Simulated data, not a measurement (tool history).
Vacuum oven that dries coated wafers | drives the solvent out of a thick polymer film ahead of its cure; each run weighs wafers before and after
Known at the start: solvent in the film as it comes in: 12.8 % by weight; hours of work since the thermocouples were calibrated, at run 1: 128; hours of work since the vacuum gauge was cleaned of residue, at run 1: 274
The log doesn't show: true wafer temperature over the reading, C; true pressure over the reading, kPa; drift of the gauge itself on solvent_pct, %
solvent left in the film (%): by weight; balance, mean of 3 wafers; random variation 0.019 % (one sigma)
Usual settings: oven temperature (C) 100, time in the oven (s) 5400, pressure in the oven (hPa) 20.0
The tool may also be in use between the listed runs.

run,hour,oven temperature (C),time in the oven (s),pressure in the oven (hPa),hours of work since the thermocouples were calibrated,hours of work since the vacuum gauge was cleaned of residue,solvent left in the film (%)
1,0.0,100,5400,20.0,128,274,0.98
2,10.5,100,5400,20.0,132,279,1.00
3,25.2,102,5400,20.0,139,285,0.81
4,41.5,102,5400,20.0,146,292,0.82
5,48.4,102,5400,20.0,149,295,0.82
6,58.2,102,5400,20.0,153,299,0.80
7,71.3,100,5400,20.0,158,305,0.97
8,86.7,100,5100,20.0,165,312,1.07
9,101.0,100,7620,20.0,171,318,0.76
10,113.9,100,7620,20.0,177,323,0.75
11,126.3,100,5400,20.0,182,328,0.96
12,134.6,100,5400,11.0,186,332,0.70
13,149.1,100,4380,20.0,192,338,1.28
14,157.0,100,4380,20.0,195,342,1.28
15,167.4,112,4380,20.0,200,346,0.49
16,176.0,112,4380,20.0,203,350,0.45
17,186.7,107,4380,20.0,208,354,0.65
18,201.2,107,4380,20.0,214,361,0.63
19,209.9,107,4380,20.0,218,364,0.64
20,220.6,107,4380,20.0,222,369,0.63
21,230.8,107,4380,20.0,227,373,0.66
22,241.4,100,5400,20.0,231,378,0.98
23,248.8,100,5400,20.0,234,381,0.98
24,257.4,100,5400,20.0,238,385,0.99
25,268.1,100,5400,20.0,243,389,0.99
26,284.5,106,6240,10.5,250,396,0.35
27,291.1,106,6240,10.5,253,399,0.30
28,304.1,106,9720,10.5,258,405,0.26
29,314.3,104,4200,52.0,262,409,1.80
30,325.4,104,4200,52.0,267,414,1.82
31,334.6,109,7560,52.0,271,418,1.32
32,346.3,86,3960,31.2,276,423,5.05
33,354.5,108,5400,48.8,280,426,1.26
34,363.1,95,4560,20.0,283,430,2.00
35,375.4,95,4560,20.0,289,435,2.00
36,384.8,95,4560,20.0,293,439,1.99
37,392.7,90,4560,43.8,296,442,3.99
38,401.2,86,5400,71.2,300,446,5.79
39,415.7,100,4080,36.2,306,452,1.91
40,423.2,90,3180,47.8,309,456,5.28
41,436.8,97,5400,20.0,315,461,1.33
42,447.3,100,5880,20.0,319,466,0.90
43,457.5,88,5880,28.3,324,470,3.20
44,464.6,88,5880,28.3,327,473,3.17
45,473.0,100,8700,20.0,330,477,0.71
46,479.7,100,8700,20.0,333,480,0.70
47,493.8,103,8880,12.1,339,486,0.37
48,500.5,113,7080,14.4,342,489,0.30

3 ways to go on from here, each from the tool as it stands after run 48. What would each give?
A,516.7,113,5640,14.4,349,496,?
B,516.7,114,3000,14.4,349,496,?
C,516.7,113,4200,14.4,349,496,?

run,solvent left in the film (%)
A,0.27
B,0.39
C,0.35
Without the tool's hidden state the same runs would have given:
run,solvent left in the film (%)
A,0.27
B,0.39
C,0.34
